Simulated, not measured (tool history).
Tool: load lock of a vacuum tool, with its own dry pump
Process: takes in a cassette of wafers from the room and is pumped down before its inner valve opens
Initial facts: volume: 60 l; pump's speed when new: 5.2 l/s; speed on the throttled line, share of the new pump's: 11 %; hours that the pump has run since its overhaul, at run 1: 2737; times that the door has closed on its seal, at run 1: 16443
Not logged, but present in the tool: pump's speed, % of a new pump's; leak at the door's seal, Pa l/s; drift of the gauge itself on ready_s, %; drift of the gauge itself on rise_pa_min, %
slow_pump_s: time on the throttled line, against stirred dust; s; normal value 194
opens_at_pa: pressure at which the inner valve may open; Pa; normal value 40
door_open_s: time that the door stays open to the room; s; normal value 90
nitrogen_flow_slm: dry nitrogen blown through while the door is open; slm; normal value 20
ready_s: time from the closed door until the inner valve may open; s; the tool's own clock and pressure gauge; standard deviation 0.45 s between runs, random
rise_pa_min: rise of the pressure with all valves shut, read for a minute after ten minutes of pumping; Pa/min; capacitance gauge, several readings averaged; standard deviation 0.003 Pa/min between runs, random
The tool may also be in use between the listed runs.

| run | day | slow_pump_s | opens_at_pa | door_open_s | nitrogen_flow_slm | hours that the pump has run since its overhaul | times that the door has closed on its seal | incoming humidity of the room's air, % | ready_s | rise_pa_min |
|---|---|---|---|---|---|---|---|---|---|---|
| 1 | 0 | 194 | 40 | 90 | 20 | 2737 | 16443 | 46.8 | 263.9 | 0.045 |
| 2 | 6.467 | 194 | 28 | 90 | 20 | 2893 | 17115 | 46.3 | 268 | 0.046 |
| 3 | 10.171 | 194 | 40 | 90 | 20 | 2982 | 17500 | 44.3 | 263.9 | 0.047 |
| 4 | 13.662 | 194 | 40 | 90 | 20 | 3065 | 17863 | 46.3 | 264 | 0.048 |
| 5 | 16.612 | 194 | 40 | 90 | 20 | 3136 | 18170 | 42.7 | 264.6 | 0.046 |
| 6 | 20.854 | 194 | 40 | 90 | 20 | 3238 | 18610 | 45.7 | 264.6 | 0.042 |
| 7 | 26.808 | 194 | 40 | 90 | 20 | 3381 | 19230 | 46.2 | 264.1 | 0.049 |
| 8 | 32.492 | 194 | 40 | 90 | 20 | 3517 | 19820 | 44.6 | 264.9 | 0.04 |
| 9 | 37.317 | 194 | 40 | 90 | 28 | 3633 | 20322 | 43.5 | 265.1 | 0.032 |
| 10 | 40.712 | 194 | 40 | 90 | 28 | 3715 | 20675 | 41.9 | 265.9 | 0.036 |
| 11 | 46.254 | 194 | 40 | 90 | 28 | 3848 | 21251 | 41.7 | 263.6 | 0.038 |
| 12 | 49.85 | 194 | 40 | 90 | 28 | 3934 | 21624 | 44.2 | 264.6 | 0.038 |
| 13 | 55.267 | 194 | 40 | 90 | 28 | 4064 | 22188 | 45.9 | 264.4 | 0.039 |
| 14 | 61.054 | 194 | 40 | 90 | 28 | 4203 | 22789 | 43.9 | 264.8 | 0.033 |
| 15 | 64.121 | 251 | 44 | 34 | 14 | 4276 | 23108 | 47.2 | 314.5 | 0.034 |
| 16 | 69.146 | 151 | 64 | 34 | 26 | 4397 | 23630 | 48.9 | 220.7 | 0.026 |
| 17 | 72.796 | 169 | 64 | 123 | 22 | 4484 | 24009 | 46 | 235.7 | 0.051 |
| 18 | 79.233 | 169 | 41 | 123 | 12 | 4639 | 24678 | 49.4 | 242.3 | 0.072 |
| 19 | 85.612 | 169 | 41 | 123 | 12 | 4792 | 25341 | 43.2 | 242.7 | 0.066 |
| 20 | 89.012 | 271 | 40 | 90 | 5 | 4874 | 25695 | 46.2 | 332.7 | 0.068 |
| 21 | 94.962 | 271 | 40 | 90 | 5 | 5017 | 26313 | 42.8 | 332.6 | 0.06 |
| 22 | 98.371 | 271 | 40 | 90 | 5 | 5098 | 26667 | 43.2 | 333.6 | 0.063 |
| 23 | 104.3 | 271 | 40 | 90 | 5 | 5241 | 27284 | 47 | 333.7 | 0.076 |
| 24 | 108.321 | 99 | 53 | 90 | 20 | 5337 | 27701 | 43.5 | 175.9 | 0.044 |
| 25 | 111.538 | 240 | 55 | 90 | 28 | 5414 | 28036 | 48.6 | 302 | 0.046 |
| 26 | 115.579 | 268 | 40 | 38 | 6 | 5511 | 28456 | 45.7 | 331.1 | 0.041 |
| 27 | 120.15 | 268 | 29 | 82 | 6 | 5621 | 28931 | 46 | 335.5 | 0.061 |
| 28 | 124.308 | 194 | 34 | 90 | 20 | 5721 | 29363 | 48.1 | 267.1 | 0.051 |

4 ways to go on from here, each from the tool as it stands after run 28. What would each give?
| A | 129.529 | 194 | 40 | 58 | 13 | 5846 | 29906 | 44 | ? | ? |
| B | 129.529 | 139 | 59 | 90 | 22 | 5846 | 29906 | 48.3 | ? | ? |
| C | 129.529 | 194 | 42 | 90 | 20 | 5846 | 29906 | 41.5 | ? | ? |
| D | 129.529 | 159 | 34 | 90 | 25 | 5846 | 29906 | 47.1 | ? | ? |

| run | ready_s | rise_pa_min |
|---|---|---|
| A | 264 | 0.041 |
| B | 211 | 0.046 |
| C | 263.8 | 0.044 |
| D | 235.6 | 0.041 |
With no hidden state in the tool, these same runs would have given:
| run | ready_s | rise_pa_min |
|---|---|---|
| A | 264 | 0.039 |
| B | 211 | 0.044 |
| C | 263.8 | 0.042 |
| D | 235.6 | 0.039 |
